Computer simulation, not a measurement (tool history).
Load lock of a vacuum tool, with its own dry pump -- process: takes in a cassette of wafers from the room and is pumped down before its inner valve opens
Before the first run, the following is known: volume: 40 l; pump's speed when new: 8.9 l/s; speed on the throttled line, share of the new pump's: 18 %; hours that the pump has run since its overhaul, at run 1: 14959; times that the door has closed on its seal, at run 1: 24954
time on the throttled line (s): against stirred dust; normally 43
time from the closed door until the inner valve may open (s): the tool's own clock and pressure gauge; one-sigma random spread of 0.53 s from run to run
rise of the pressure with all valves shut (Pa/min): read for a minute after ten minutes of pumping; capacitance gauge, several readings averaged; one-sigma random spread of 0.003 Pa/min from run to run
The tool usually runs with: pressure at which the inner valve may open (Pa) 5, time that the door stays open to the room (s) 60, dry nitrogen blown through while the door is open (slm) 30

| run | hour | time on the throttled line (s) | pressure at which the inner valve may open (Pa) | time that the door stays open to the room (s) | dry nitrogen blown through while the door is open (slm) | hours that the pump has run since its overhaul | times that the door has closed on its seal | incoming humidity of the room's air, % | time from the closed door until the inner valve may open (s) | rise of the pressure with all valves shut (Pa/min) |
|---|---|---|---|---|---|---|---|---|---|---|
| 1 | 0 | 43 | 5 | 60 | 30 | 14959 | 24954 | 45.8 | 86.6 | 0.323 |
| 2 | 353.4 | 43 | 5 | 60 | 30 | 15313 | 25616 | 45.4 | 86.6 | 0.337 |
| 3 | 790.1 | 43 | 5 | 60 | 30 | 15749 | 26435 | 47.5 | 86.4 | 0.354 |
| 4 | 1199.1 | 43 | 5 | 60 | 30 | 16158 | 27202 | 44.5 | 87.3 | 0.37 |
|  | 1765 | door's seal changed, seat wiped |
| 5 | 1801.1 | 43 | 5 | 60 | 30 | 16759 | 68 | 46.7 | 86.9 | 0.034 |
| 6 | 2213.7 | 43 | 5 | 60 | 30 | 17171 | 841 | 44.5 | 87.6 | 0.034 |
| 7 | 2677.3 | 43 | 5 | 60 | 30 | 17635 | 1710 | 42.4 | 86.9 | 0.036 |
| 8 | 3120.8 | 43 | 5 | 60 | 30 | 18078 | 2542 | 41.9 | 87.8 | 0.042 |
| 9 | 3491.3 | 43 | 5 | 60 | 30 | 18449 | 3236 | 44.8 | 88.8 | 0.05 |
| 10 | 3740.5 | 43 | 5 | 60 | 30 | 18698 | 3703 | 45.7 | 88 | 0.048 |
| 11 | 4280.1 | 43 | 5 | 60 | 30 | 19238 | 4715 | 42.6 | 88.2 | 0.055 |
| 12 | 4798.4 | 43 | 5 | 60 | 39 | 19756 | 5686 | 44.1 | 89.6 | 0.05 |
| 13 | 5143.5 | 64 | 5 | 60 | 39 | 20101 | 6333 | 47.3 | 105 | 0.06 |
| 14 | 5636.7 | 47 | 5 | 60 | 30 | 20594 | 7258 | 43.4 | 92 | 0.07 |
| 15 | 6060.2 | 43 | 5 | 72 | 18 | 21018 | 8052 | 44.8 | 90.8 | 0.096 |
| 16 | 6552.9 | 43 | 5 | 72 | 18 | 21511 | 8976 | 45.4 | 90.5 | 0.099 |
| 17 | 6889.1 | 43 | 10 | 72 | 8 | 21847 | 9606 | 44 | 86.5 | 0.119 |
| 18 | 7320.1 | 23 | 10 | 72 | 8 | 22278 | 10414 | 44 | 70.6 | 0.114 |
| 19 | 7695.9 | 43 | 5 | 139 | 5 | 22654 | 11118 | 51.3 | 89.4 | 0.161 |
|  | 7958.9 | dry pump taken out, an overhauled one fitted |
| 20 | 8035.4 | 43 | 5 | 139 | 5 | 76 | 11743 | 44.5 | 79.3 | 0.156 |
| 21 | 8452.8 | 23 | 5 | 124 | 18 | 494 | 12526 | 42.1 | 63.5 | 0.138 |
| 22 | 8974.2 | 32 | 5 | 124 | 10 | 1015 | 13504 | 42.3 | 71.2 | 0.161 |
| 23 | 9433.4 | 64 | 5 | 60 | 30 | 1474 | 14364 | 39.9 | 97.7 | 0.135 |
| 24 | 9865.6 | 64 | 5 | 60 | 30 | 1907 | 15174 | 41.5 | 96.8 | 0.147 |

Forecast each of these 5 alternatives for the next run:
| A | 10476.2 | 59 | 5 | 234 | 30 | 2517 | 16319 | 45.1 | ? | ? |
| B | 10476.2 | 64 | 5 | 121 | 30 | 2517 | 16319 | 44 | ? | ? |
| C | 10476.2 | 43 | 5 | 60 | 4 | 2517 | 16319 | 45.5 | ? | ? |
| D | 10476.2 | 74 | 5 | 60 | 5 | 2517 | 16319 | 43.2 | ? | ? |
| E | 10476.2 | 64 | 5 | 60 | 17 | 2517 | 16319 | 46.4 | ? | ? |

| run | time from the closed door until the inner valve may open (s) | rise of the pressure with all valves shut (Pa/min) |
|---|---|---|
| A | 93.7 | 0.184 |
| B | 97.4 | 0.168 |
| C | 81.1 | 0.185 |
| D | 106.6 | 0.185 |
| E | 97.5 | 0.167 |
With the hidden condition removed and each run's random variation left untouched, the same runs would have given:
| run | time from the closed door until the inner valve may open (s) | rise of the pressure with all valves shut (Pa/min) |
|---|---|---|
| A | 93.4 | 0.054 |
| B | 97.1 | 0.039 |
| C | 80.7 | 0.053 |
| D | 106.3 | 0.053 |
| E | 97.2 | 0.037 |
